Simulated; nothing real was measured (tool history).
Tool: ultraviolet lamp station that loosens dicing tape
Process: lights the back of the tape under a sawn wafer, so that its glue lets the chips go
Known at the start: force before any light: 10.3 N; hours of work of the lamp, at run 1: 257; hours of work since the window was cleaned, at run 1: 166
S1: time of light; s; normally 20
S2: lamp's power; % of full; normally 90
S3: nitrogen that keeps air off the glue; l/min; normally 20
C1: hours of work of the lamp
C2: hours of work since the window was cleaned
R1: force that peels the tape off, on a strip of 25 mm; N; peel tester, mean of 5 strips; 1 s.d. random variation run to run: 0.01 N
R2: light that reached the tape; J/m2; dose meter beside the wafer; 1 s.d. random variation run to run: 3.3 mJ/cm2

| run | hour | S1 | S2 | S3 | C1 | C2 | R1 | R2 |
|---|---|---|---|---|---|---|---|---|
| 1 | 0 | 20 | 90 | 20 | 257 | 166 | 0.66 | 4620 |
| 2 | 7.8 | 20 | 90 | 33 | 263 | 171 | 0.448 | 4640 |
| 3 | 18.5 | 20 | 90 | 33 | 271 | 179 | 0.459 | 4650 |
| 4 | 24.8 | 20 | 90 | 33 | 276 | 184 | 0.435 | 4650 |
| 5 | 35.9 | 20 | 90 | 33 | 284 | 192 | 0.452 | 4620 |
| 6 | 43.1 | 20 | 90 | 33 | 289 | 198 | 0.464 | 4600 |
| 7 | 55.2 | 20 | 90 | 33 | 298 | 207 | 0.473 | 4580 |
| 8 | 68.4 | 20 | 90 | 33 | 308 | 216 | 0.483 | 4490 |
| 9 | 75.7 | 20 | 90 | 20 | 314 | 222 | 0.711 | 4530 |
| 10 | 84.1 | 20 | 90 | 20 | 320 | 228 | 0.728 | 4460 |
| 11 | 91.3 | 40 | 90 | 20 | 325 | 233 | 0.109 | 9080 |
| 12 | 103.5 | 40 | 90 | 20 | 334 | 243 | 0.105 | 8990 |
| 13 | 108.8 | 40 | 90 | 20 | 338 | 247 | 0.102 | 8980 |
| 14 | 116.4 | 23 | 62 | 20 | 344 | 252 | 1.244 | 3590 |
| 15 | 124.1 | 22 | 86 | 20 | 350 | 258 | 0.667 | 4680 |
| 16 | 131.1 | 26 | 78 | 19 | 355 | 263 | 0.584 | 5110 |
| 17 | 136.7 | 36 | 78 | 18 | 359 | 267 | 0.243 | 6980 |

Branching from run 17: 4 alternative next runs. What would each branch give?
| A | 145 | 34 | 85 | 18 | 365 | 273 | ? | ? |
| B | 145 | 20 | 67 | 20 | 365 | 273 | ? | ? |
| C | 145 | 25 | 78 | 18 | 365 | 273 | ? | ? |
| D | 145 | 36 | 78 | 12 | 365 | 273 | ? | ? |

| run | R1 | R2 |
|---|---|---|
| A | 0.224 | 7030 |
| B | 1.482 | 3300 |
| C | 0.697 | 4790 |
| D | 0.379 | 6890 |
The same runs, with their run-to-run variation unchanged, on a tool lacking any hidden condition would have given:
| run | R1 | R2 |
|---|---|---|
| A | 0.126 | 8520 |
| B | 0.996 | 4000 |
| C | 0.415 | 5800 |
| D | 0.213 | 8350 |
